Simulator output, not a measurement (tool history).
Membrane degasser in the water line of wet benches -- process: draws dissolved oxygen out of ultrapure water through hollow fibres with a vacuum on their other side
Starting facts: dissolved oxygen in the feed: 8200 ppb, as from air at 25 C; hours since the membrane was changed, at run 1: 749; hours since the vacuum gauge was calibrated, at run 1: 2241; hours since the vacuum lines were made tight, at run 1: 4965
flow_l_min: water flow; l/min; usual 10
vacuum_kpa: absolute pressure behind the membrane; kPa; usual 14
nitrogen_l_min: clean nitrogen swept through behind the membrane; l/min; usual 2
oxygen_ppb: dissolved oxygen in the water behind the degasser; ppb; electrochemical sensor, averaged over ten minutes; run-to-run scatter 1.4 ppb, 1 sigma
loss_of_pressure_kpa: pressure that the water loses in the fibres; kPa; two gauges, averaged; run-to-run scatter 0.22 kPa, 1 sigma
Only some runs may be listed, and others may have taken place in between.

run,hour,flow_l_min,vacuum_kpa,nitrogen_l_min,hours since the membrane was changed,hours since the vacuum gauge was calibrated,hours since the vacuum lines were made tight,oxygen_ppb,loss_of_pressure_kpa
1,0,10,14,2,749,2241,4965,132.9,55.82
2,44.4,10,14,2,793,2285,5009,134.1,56
3,80.1,10,14,0.87,829,2321,5045,281.4,55.7
4,108.5,13,14,2,858,2349,5074,174.4,71.92
5,141.7,12,14,2,891,2382,5107,161.1,66.45
6,187.9,12,14,2,937,2429,5153,156.7,66.72
7,209,12,14,2,958,2450,5174,158.1,66.78
8,232.7,10,14,2,982,2473,5198,131.6,55.49
9,265.8,10,14,2,1015,2506,5231,132,55.42
10,286.9,10,14,2,1036,2528,5252,130.3,55.24
11,314.2,10,14,2,1063,2555,5279,133.1,55.36
12,354.9,10,14,2,1104,2596,5320,132.2,55
13,391.7,10,14,2,1141,2632,5357,133.3,54.69
14,418.4,10,14,2,1168,2659,5384,132.2,55.09
15,447.8,10,9.3,2,1197,2688,5413,74.7,54.43
16,480.3,10,9.3,2,1229,2721,5445,74.6,54.75
17,500.7,10,16.5,4.45,1250,2741,5466,76.9,54.65
18,543.9,10,23.8,1,1293,2785,5509,462.3,54.19
19,579.9,13,26.3,0.86,1329,2821,5545,735.8,70.51
20,624.2,10,14,5.74,1373,2865,5589,48.9,54.13
# hour 642.9: gauge calibrated
21,663.3,8,13.6,4.72,1412,2904,5628,44.3,44.89
22,708.8,13,14,4.63,1458,2949,5674,82.4,72.85
23,755.2,13,14,4.63,1504,2996,5720,83.3,72.16
24,778.8,14,14,0.83,1528,3019,5744,400.7,77.87
25,818.5,11,12.3,2,1568,3059,5784,122.9,60.62
26,845.5,10,14.3,5.5,1595,3086,5811,53.3,54.97
27,893.1,10,14.3,5.5,1642,3134,5858,51.8,55.13
28,922,10,14.3,5.5,1671,3163,5887,52.5,54.93
29,954.1,11,10.1,5.95,1703,3195,5919,35,60.87
30,981.3,9,14,2,1730,3222,5946,118.9,49.63
31,1021.1,9,14,2,1770,3262,5986,120.3,49.45
32,1051.6,8,10.2,2.59,1801,3292,6017,53.6,43.89

Describe how what the log doesn't record of the tool's condition differs between the last listed run preceding each entry between runs and the first listed run following it.
Logged between run 20 and run 21: gauge calibrated (hour 642.9)
  air that leaks in behind the membrane, l/min: 0.0021 -> 0.0022; drift of the gauge itself on loss_of_pressure_kpa, %: -2.49 -> -0.08
  difference, measured minus the result without the unlogged condition, loss_of_pressure_kpa: -1.39 -> -0.04 kPa
